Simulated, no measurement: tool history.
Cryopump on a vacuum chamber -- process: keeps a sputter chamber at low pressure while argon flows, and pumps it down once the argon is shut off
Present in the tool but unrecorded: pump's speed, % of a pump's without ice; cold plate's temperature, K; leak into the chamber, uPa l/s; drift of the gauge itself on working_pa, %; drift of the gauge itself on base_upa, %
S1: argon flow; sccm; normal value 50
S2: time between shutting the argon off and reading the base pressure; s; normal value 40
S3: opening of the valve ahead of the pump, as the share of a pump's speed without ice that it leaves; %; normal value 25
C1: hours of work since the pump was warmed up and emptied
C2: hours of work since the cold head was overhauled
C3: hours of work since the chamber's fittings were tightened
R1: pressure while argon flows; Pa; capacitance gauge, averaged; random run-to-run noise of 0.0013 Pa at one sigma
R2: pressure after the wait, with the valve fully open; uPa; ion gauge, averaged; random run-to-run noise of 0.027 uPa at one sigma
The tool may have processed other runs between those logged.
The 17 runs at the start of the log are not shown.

run 18 hour=791.5 | S1=50 S2=173 S3=20 | C1=886 C2=886 C3=1347 | R1=0.3948 R2=2.17
run 19 hour=848 | S1=51 S2=173 S3=20 | C1=913 C2=913 C3=1374 | R1=0.4005 R2=2.28
run 20 hour=875.8 | S1=51 S2=173 S3=20 | C1=926 C2=926 C3=1387 | R1=0.4037 R2=2.24
run 21 hour=924.6 | S1=51 S2=48 S3=27 | C1=950 C2=950 C3=1410 | R1=0.3016 R2=2.86
run 22 hour=950.6 | S1=51 S2=288 S3=27 | C1=962 C2=962 C3=1423 | R1=0.3037 R2=2.19
run 23 hour=979.5 | S1=35 S2=283 S3=40 | C1=976 C2=976 C3=1437 | R1=0.1457 R2=2.25
run 24 hour=1035.3 | S1=33 S2=40 S3=25 | C1=1002 C2=1002 C3=1463 | R1=0.2116 R2=3.19
run 25 hour=1081.7 | S1=21 S2=69 S3=23 | C1=1025 C2=1025 C3=1485 | R1=0.1454 R2=2.77
run 26 hour=1118.1 | S1=21 S2=116 S3=37 | C1=1042 C2=1042 C3=1503 | R1=0.0938 R2=2.52
run 27 hour=1172.3 | S1=57 S2=116 S3=37 | C1=1068 C2=1068 C3=1528 | R1=0.2566 R2=2.59
run 28 hour=1197 | S1=57 S2=116 S3=37 | C1=1079 C2=1079 C3=1540 | R1=0.2543 R2=2.66
run 29 hour=1231.1 | S1=50 S2=40 S3=36 | C1=1096 C2=1096 C3=1556 | R1=0.2302 R2=3.25
-- hour=1286 pump warmed up, emptied and cooled again
run 30 hour=1295.9 | S1=54 S2=37 S3=51 | C1=5 C2=1124 C3=1585 | R1=0.1631 R2=2.95
run 31 hour=1332.3 | S1=54 S2=37 S3=51 | C1=22 C2=1142 C3=1602 | R1=0.1624 R2=2.96
run 32 hour=1383.7 | S1=50 S2=49 S3=54 | C1=46 C2=1166 C3=1627 | R1=0.1433 R2=2.75
run 33 hour=1433.9 | S1=67 S2=49 S3=40 | C1=70 C2=1190 C3=1651 | R1=0.256 R2=2.81

Predict each of these 3 candidate next runs independently; none follows another, all start after run 33:
run A hour=1476.8 | S1=100 S2=49 S3=19 | C1=91 C2=1210 C3=1671 | R1=? R2=?
run B hour=1476.8 | S1=84 S2=193 S3=20 | C1=91 C2=1210 C3=1671 | R1=? R2=?
run C hour=1476.8 | S1=61 S2=202 S3=58 | C1=91 C2=1210 C3=1671 | R1=? R2=?

run=A R1=0.801 R2=2.83
run=B R1=0.6441 R2=2.2
run=C R1=0.1616 R2=2.16
Without the tool's unlogged condition, the same runs would have read:
run=A R1=0.7963 R2=1.05
run=B R1=0.6401 R2=0.46
run=C R1=0.1587 R2=0.45

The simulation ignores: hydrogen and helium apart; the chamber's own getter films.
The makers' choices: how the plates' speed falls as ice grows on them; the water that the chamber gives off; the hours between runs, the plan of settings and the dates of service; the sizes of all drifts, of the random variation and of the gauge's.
